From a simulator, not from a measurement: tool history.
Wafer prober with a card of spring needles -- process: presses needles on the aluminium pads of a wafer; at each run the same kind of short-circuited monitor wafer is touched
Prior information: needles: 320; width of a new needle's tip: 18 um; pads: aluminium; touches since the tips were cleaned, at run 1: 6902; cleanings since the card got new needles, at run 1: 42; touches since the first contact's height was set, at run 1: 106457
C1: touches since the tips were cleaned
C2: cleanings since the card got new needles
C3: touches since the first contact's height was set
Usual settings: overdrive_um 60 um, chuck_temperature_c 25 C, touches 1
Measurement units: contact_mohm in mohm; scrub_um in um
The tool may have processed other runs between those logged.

Run 1, hour 0.0: usual settings; C1 6902; C2 42; C3 106457. Result: contact_mohm 137 mohm, scrub_um 11.92 um.
At hour 2.5: tips cleaned on abrasive film.
At hour 19.7: tips cleaned on abrasive film.
Run 2, hour 22.2: usual settings; C1 1063; C2 44; C3 116006. Result: contact_mohm 143 mohm, scrub_um 11.96 um.
At hour 38.0: tips cleaned on abrasive film.
At hour 38.3: height of the first contact set anew.
Run 3, hour 51.6: usual settings; C1 5768; C2 45; C3 5768. Result: contact_mohm 140 mohm, scrub_um 12.01 um.
At hour 55.1: tips cleaned on abrasive film.
At hour 71.8: tips cleaned on abrasive film.
Run 4, hour 80.5: usual settings but overdrive_um 75 um; C1 3758; C2 47; C3 18213. Result: contact_mohm 135 mohm, scrub_um 15.01 um.
At hour 89.4: tips cleaned on abrasive film.
At hour 105.8: tips cleaned on abrasive film.
Run 5, hour 112.7: usual settings but overdrive_um 75 um; C1 2994; C2 49; C3 32105. Result: contact_mohm 136 mohm, scrub_um 15.02 um.
At hour 123.8: tips cleaned on abrasive film.
Run 6, hour 132.6: usual settings; C1 3850; C2 50; C3 40740. Result: contact_mohm 141 mohm, scrub_um 12.07 um.
At hour 140.8: tips cleaned on abrasive film.
Run 7, hour 150.4: usual settings; C1 4162; C2 51; C3 48411. Result: contact_mohm 141 mohm, scrub_um 12.07 um.
At hour 157.7: tips cleaned on abrasive film.
Run 8, hour 171.6: usual settings but touches 2; C1 6028; C2 52; C3 57563. Result: contact_mohm 140 mohm, scrub_um 12.10 um.
At hour 174.7: tips cleaned on abrasive film.
At hour 192.8: tips cleaned on abrasive film.
Run 9, hour 200.2: usual settings but touches 2; C1 3200; C2 54; C3 69894. Result: contact_mohm 142 mohm, scrub_um 12.07 um.
At hour 211.9: tips cleaned on abrasive film.
At hour 228.5: tips cleaned on abrasive film.
Run 10, hour 230.9: usual settings but chuck_temperature_c 89 C, touches 2; C1 1032; C2 56; C3 83149. Result: contact_mohm 151 mohm, scrub_um 12.17 um.
At hour 244.9: tips cleaned on abrasive film.
Run 11, hour 254.1: usual settings but chuck_temperature_c 89 C, touches 2; C1 4034; C2 57; C3 93204. Result: contact_mohm 151 mohm, scrub_um 12.13 um.
At hour 262.9: tips cleaned on abrasive film.
Run 12, hour 268.2: usual settings but chuck_temperature_c 89 C, touches 2; C1 2307; C2 58; C3 99259. Result: contact_mohm 152 mohm, scrub_um 12.18 um.
At hour 279.4: tips cleaned on abrasive film.
At hour 297.7: tips cleaned on abrasive film.
Run 13, hour 300.6: usual settings but overdrive_um 55 um; C1 1281; C2 60; C3 113258. Result: contact_mohm 139 mohm, scrub_um 11.12 um.
At hour 315.1: tips cleaned on abrasive film.
Run 14, hour 317.5: usual settings but overdrive_um 55 um; C1 1042; C2 61; C3 120561. Result: contact_mohm 144 mohm, scrub_um 11.17 um.
At hour 322.8: height of the first contact set anew.
At hour 324.4: gauge calibrated.
At hour 332.1: tips cleaned on abrasive film.
At hour 348.4: tips cleaned on abrasive film.
Run 15, hour 350.4: usual settings but overdrive_um 62 um; C1 870; C2 63; C3 11885. Result: contact_mohm 139 mohm, scrub_um 12.40 um.
At hour 365.2: tips cleaned on abrasive film.
Run 16, hour 377.7: usual settings but overdrive_um 62 um; C1 5428; C2 64; C3 23702. Result: contact_mohm 141 mohm, scrub_um 12.38 um.
At hour 382.4: tips cleaned on abrasive film.
At hour 400.8: tips cleaned on abrasive film.
Run 17, hour 406.5: usual settings but overdrive_um 62 um, chuck_temperature_c 31 C, touches 2; C1 2462; C2 66; C3 36117. Result: contact_mohm 144 mohm, scrub_um 12.37 um.
At hour 419.3: tips cleaned on abrasive film.
At hour 435.8: tips cleaned on abrasive film.
Run 18, hour 435.8: usual settings but overdrive_um 62 um, chuck_temperature_c 31 C, touches 2; C1 0; C2 68; C3 48753. Result: contact_mohm 141 mohm, scrub_um 12.44 um.
At hour 452.0: tips cleaned on abrasive film.
Run 19, hour 463.1: usual settings but touches 3; C1 4810; C2 69; C3 60580. Result: contact_mohm 139 mohm, scrub_um 12.06 um.
At hour 470.2: tips cleaned on abrasive film.
At hour 487.3: tips cleaned on abrasive film.
Run 20, hour 488.8: usual settings but touches 3; C1 679; C2 71; C3 71654. Result: contact_mohm 138 mohm, scrub_um 12.07 um.
At hour 505.7: tips cleaned on abrasive film.
Run 21, hour 507.7: usual settings but touches 2; C1 883; C2 72; C3 79821. Result: contact_mohm 141 mohm, scrub_um 12.07 um.
Run 22, hour 521.6: usual settings but touches 2; C1 6892; C2 72; C3 85830. Result: contact_mohm 138 mohm, scrub_um 12.09 um.
At hour 524.3: tips cleaned on abrasive film.
At hour 541.9: tips cleaned on abrasive film.
Run 23, hour 544.5: usual settings but chuck_temperature_c 37 C; C1 1122; C2 74; C3 95684. Result: contact_mohm 142 mohm, scrub_um 12.18 um.
At hour 558.8: tips cleaned on abrasive film.
Run 24, hour 566.0: usual settings but chuck_temperature_c 72 C; C1 3134; C2 75; C3 105011. Result: contact_mohm 149 mohm, scrub_um 12.16 um.
At hour 576.1: tips cleaned on abrasive film.
Run 25, hour 591.0: usual settings but chuck_temperature_c 51 C, touches 3; C1 6459; C2 76; C3 115797. Result: contact_mohm 143 mohm, scrub_um 12.18 um.
At hour 593.0: tips cleaned on abrasive film.
At hour 605.6: height of the first contact set anew.
At hour 610.4: tips cleaned on abrasive film.
Run 26, hour 612.2: usual settings but chuck_temperature_c 51 C, touches 3; C1 754; C2 78; C3 2825. Result: contact_mohm 146 mohm, scrub_um 12.19 um.
At hour 628.9: tips cleaned on abrasive film.
Run 27, hour 635.2: usual settings but overdrive_um 42 um; C1 2740; C2 79; C3 12773. Result: contact_mohm 147 mohm, scrub_um 8.56 um.
At hour 646.0: tips cleaned on abrasive film.
Run 28, hour 654.2: usual settings but overdrive_um 42 um; C1 3582; C2 80; C3 20996. Result: contact_mohm 146 mohm, scrub_um 8.50 um.

What if the next run were any one of these 3? Each begins from the tool's condition after run 28:
At hour 662.6: tips cleaned on abrasive film.
Run A, hour 678.0: usual settings but overdrive_um 71 um, chuck_temperature_c 36 C, touches 2; C1 6707; C2 81; C3 31293. Result: contact_mohm ?, scrub_um ?.
At hour 662.6: tips cleaned on abrasive film.
Run B, hour 678.0: usual settings but overdrive_um 42 um, chuck_temperature_c 41 C; C1 6707; C2 81; C3 31293. Result: contact_mohm ?, scrub_um ?.
At hour 662.6: tips cleaned on abrasive film.
Run C, hour 678.0: usual settings but overdrive_um 43 um, chuck_temperature_c 50 C; C1 6707; C2 81; C3 31293. Result: contact_mohm ?, scrub_um ?.

run  contact_mohm  scrub_um
  A           137     14.45
  B           152      8.57
  C           152      8.72
Without the tool's unlogged condition, the same runs would have read:
run  contact_mohm  scrub_um
  A           136     14.15
  B           152      8.39
  C           152      8.54
